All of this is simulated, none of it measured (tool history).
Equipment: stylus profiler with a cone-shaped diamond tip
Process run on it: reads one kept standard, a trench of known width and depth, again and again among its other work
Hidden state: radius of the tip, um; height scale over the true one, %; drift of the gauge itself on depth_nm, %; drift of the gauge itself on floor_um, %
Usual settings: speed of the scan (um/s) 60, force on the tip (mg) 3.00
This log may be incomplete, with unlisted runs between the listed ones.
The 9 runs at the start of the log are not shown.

run	hour	speed of the scan (um/s)	force on the tip (mg)	scans with this tip	hours of work since the height scale was calibrated	depth of the trench (Å)	width of the trench's floor (nm)
10	166.3	60	3.00	4550	349	5088.1	16860
11	189.5	60	2.63	4677	359	5078.5	16780
12	213.0	68	3.00	4804	369	5089.0	16790
13	230.4	68	3.00	4899	376	5086.1	16800
14	251.8	68	3.00	5016	385	5086.3	16780
15	269.0	60	3.00	5109	392	5085.0	16790
16	289.6	233	3.00	5221	401	5087.8	16330
17	301.9	233	3.00	5288	406	5088.0	16360
18	317.2	123	5.10	5371	412	5128.0	16740
19	331.3	123	5.10	5447	418	5123.9	16700
20	344.5	123	5.10	5519	423	5126.6	16700
21	371.7	123	5.10	5667	435	5124.8	16700
22	395.5	173	1.66	5796	445	5053.5	16280
23	421.6	74	8.03	5938	456	5174.3	16800
# hour 423.5: height scale calibrated on a step standard
24	444.3	96	1.33	6059	9	5044.9	16490

Run 25, settings as shown, results not yet in. Your forecast:
25	465.5	16	2.51	6174	18	?	?

Run 25 measured depth of the trench (Å) 5073.2, width of the trench's floor (nm) 16860.
Take away the tool's hidden state, keep the run-to-run variation as it was, and the same run would have given depth of the trench (Å) 5082.1, width of the trench's floor (nm) 17340.
